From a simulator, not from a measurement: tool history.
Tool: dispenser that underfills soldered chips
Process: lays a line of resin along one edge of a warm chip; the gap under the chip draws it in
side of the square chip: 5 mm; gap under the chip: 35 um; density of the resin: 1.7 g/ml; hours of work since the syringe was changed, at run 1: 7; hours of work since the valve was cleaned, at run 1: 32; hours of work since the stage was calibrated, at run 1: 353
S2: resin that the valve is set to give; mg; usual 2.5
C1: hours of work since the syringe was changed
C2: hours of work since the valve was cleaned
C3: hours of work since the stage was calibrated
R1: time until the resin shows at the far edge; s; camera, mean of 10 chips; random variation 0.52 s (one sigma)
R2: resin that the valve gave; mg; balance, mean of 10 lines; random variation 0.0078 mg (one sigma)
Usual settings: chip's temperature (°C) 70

Run 1, day 0: usual settings; C1 7; C2 32; C3 353. Result: R1 70.1 s, R2 2.479 mg.
At day 0.146: new syringe of resin.
Run 2, day 0.317: usual settings; C1 3; C2 38; C3 359. Result: R1 55.8 s, R2 2.461 mg.
At day 0.633: new syringe of resin.
Run 3, day 0.704: usual settings but chip's temperature (°C) 72; C1 1; C2 45; C3 366. Result: R1 46.9 s, R2 2.445 mg.
At day 1.121: new syringe of resin.
Run 4, day 1.204: usual settings but chip's temperature (°C) 72; C1 2; C2 54; C3 375. Result: R1 46.8 s, R2 2.431 mg.
At day 1.583: new syringe of resin.
Run 5, day 1.896: usual settings but chip's temperature (°C) 72; C1 6; C2 67; C3 388. Result: R1 62.7 s, R2 2.429 mg.
At day 2.042: new syringe of resin.
Run 6, day 2.467: usual settings but chip's temperature (°C) 72; C1 8; C2 78; C3 399. Result: R1 70.9 s, R2 2.403 mg.
At day 2.521: new syringe of resin.
At day 3.017: new syringe of resin.
Run 7, day 3.025: usual settings but chip's temperature (°C) 72; C1 0; C2 88; C3 409. Result: R1 43.1 s, R2 2.393 mg.
At day 3.479: new syringe of resin.
Run 8, day 3.55: usual settings but chip's temperature (°C) 72; C1 1; C2 98; C3 419. Result: R1 46.7 s, R2 2.381 mg.
Run 9, day 3.842: usual settings but chip's temperature (°C) 72; C1 7; C2 103; C3 424. Result: R1 66.1 s, R2 2.383 mg.
At day 3.992: new syringe of resin.
Run 10, day 4.242: usual settings but chip's temperature (°C) 72; C1 5; C2 111; C3 432. Result: R1 58.9 s, R2 2.372 mg.
At day 4.488: new syringe of resin.
Run 11, day 4.683: usual settings but chip's temperature (°C) 72; C1 4; C2 119; C3 440. Result: R1 55.5 s, R2 2.376 mg.
At day 4.95: new syringe of resin.
Run 12, day 5.367: usual settings but chip's temperature (°C) 72; C1 8; C2 131; C3 453. Result: R1 69.7 s, R2 2.338 mg.
At day 5.425: new syringe of resin.
At day 5.467: dispensing valve cleaned and set on the balance.
Run 13, day 5.883: usual settings but chip's temperature (°C) 72; C1 8; C2 8; C3 461. Result: R1 71.7 s, R2 2.48 mg.
At day 5.942: new syringe of resin.
At day 6.442: new syringe of resin.
Run 14, day 6.479: usual settings but chip's temperature (°C) 72; C1 1; C2 19; C3 472. Result: R1 45.7 s, R2 2.458 mg.
At day 6.896: new syringe of resin.
Run 15, day 7.212: usual settings but chip's temperature (°C) 72, S2 2.82 mg; C1 6; C2 32; C3 486. Result: R1 61.3 s, R2 2.768 mg.
At day 7.358: new syringe of resin.
At day 7.821: new syringe of resin.
Run 16, day 7.846: usual settings but chip's temperature (°C) 72, S2 2.82 mg; C1 0; C2 44; C3 498. Result: R1 43.9 s, R2 2.76 mg.
Run 17, day 8.258: usual settings but chip's temperature (°C) 75; C1 8; C2 52; C3 505. Result: R1 64.7 s, R2 2.423 mg.
At day 8.304: new syringe of resin.
At day 8.783: new syringe of resin.
Run 18, day 8.942: usual settings but chip's temperature (°C) 59, S2 2.3 mg; C1 3; C2 64; C3 518. Result: R1 93.6 s, R2 2.203 mg.
At day 9.279: new syringe of resin.
Run 19, day 9.375: usual settings but chip's temperature (°C) 75, S2 3.07 mg; C1 2; C2 72; C3 526. Result: R1 43.3 s, R2 2.957 mg.
At day 9.742: new syringe of resin.
Run 20, day 10.008: usual settings but chip's temperature (°C) 75, S2 3.07 mg; C1 5; C2 84; C3 538. Result: R1 53.4 s, R2 2.947 mg.
At day 10.208: new syringe of resin.
At day 10.692: new syringe of resin.
Run 21, day 10.746: usual settings but chip's temperature (°C) 75, S2 3.07 mg; C1 1; C2 98; C3 551. Result: R1 41.5 s, R2 2.925 mg.
At day 11.15: new syringe of resin.
Run 22, day 11.262: usual settings but chip's temperature (°C) 55, S2 2.69 mg; C1 2; C2 107; C3 561. Result: R1 104.5 s, R2 2.541 mg.
At day 11.629: new syringe of resin.
Run 23, day 11.908: usual settings but chip's temperature (°C) 55, S2 2.69 mg; C1 5; C2 119; C3 573. Result: R1 127.3 s, R2 2.531 mg.
At day 12.092: new syringe of resin.
Run 24, day 12.517: usual settings but chip's temperature (°C) 76, S2 2.45 mg; C1 8; C2 131; C3 584. Result: R1 63.5 s, R2 2.291 mg.
At day 12.583: new syringe of resin.
At day 12.675: dispensing valve cleaned and set on the balance.
At day 13.088: new syringe of resin.
Run 25, day 13.15: usual settings but chip's temperature (°C) 63, S2 2.87 mg; C1 1; C2 9; C3 595. Result: R1 67.9 s, R2 2.847 mg.
At day 13.579: new syringe of resin.
Run 26, day 13.762: usual settings but chip's temperature (°C) 73, S2 2.87 mg; C1 3; C2 20; C3 606. Result: R1 51.7 s, R2 2.839 mg.
At day 14.058: new syringe of resin.
At day 14.142: stage's temperature calibrated.
Run 27, day 14.492: usual settings but chip's temperature (°C) 73, S2 2.87 mg; C1 7; C2 33; C3 7. Result: R1 62.2 s, R2 2.814 mg.
At day 14.588: new syringe of resin.
Run 28, day 14.854: usual settings but chip's temperature (°C) 69, S2 2.14 mg; C1 5; C2 40; C3 13. Result: R1 65.4 s, R2 2.095 mg.
At day 15.062: new syringe of resin.
Run 29, day 15.321: usual settings but chip's temperature (°C) 60, S2 2.82 mg; C1 5; C2 48; C3 22. Result: R1 91.3 s, R2 2.755 mg.
At day 15.517: new syringe of resin.
Run 30, day 15.658: usual settings but chip's temperature (°C) 69, S2 3.03 mg; C1 3; C2 55; C3 28. Result: R1 53.2 s, R2 2.947 mg.
At day 16.008: new syringe of resin.
Run 31, day 16.358: usual settings but chip's temperature (°C) 69, S2 3.03 mg; C1 7; C2 68; C3 41. Result: R1 68.8 s, R2 2.936 mg.
At day 16.479: new syringe of resin.
Run 32, day 16.888: usual settings but chip's temperature (°C) 69, S2 3.03 mg; C1 8; C2 77; C3 51. Result: R1 74.2 s, R2 2.906 mg.
At day 16.942: new syringe of resin.
At day 17.421: new syringe of resin.
Run 33, day 17.583: usual settings but chip's temperature (°C) 56, S2 2.18 mg; C1 3; C2 90; C3 64. Result: R1 102 s, R2 2.079 mg.

Some steps in R1 between neighbouring runs. How much of each would the tool show without its hidden state too (settings, what came in, random variation), and how much is left for the hidden state, with any gauge scatter that isn't in both results?
The hidden state here: resin's viscosity, % of fresh resin's; dose that the valve gives, % of what is set; true chip temperature over the reading, C; drift of the gauge itself on fill_s, %; drift of the gauge itself on given_mg, %.
Run 6 -> 7: new syringe of resin, new syringe of resin. R1 -27.8 s: hidden state -28.7, all else +0.9.
Run 13 -> 14: new syringe of resin, new syringe of resin. R1 -26 s: hidden state -25.8, all else -0.2.
Run 16 -> 17: chip's temperature (°C) 72 -> 75, S2 2.82 -> 2.5. R1 +20.8 s: hidden state +24.7, all else -3.9.
Run 18 -> 19: chip's temperature (°C) 59 -> 75, S2 2.3 -> 3.07, new syringe of resin. R1 -50.3 s: hidden state -17.7, all else -32.6.
Run 21 -> 22: chip's temperature (°C) 75 -> 55, S2 3.07 -> 2.69, new syringe of resin. R1 +63 s: hidden state +14.9, all else +48.1.
Run 23 -> 24: chip's temperature (°C) 55 -> 76, S2 2.69 -> 2.45, new syringe of resin. R1 -63.8 s: hidden state -15.8, all else -48.
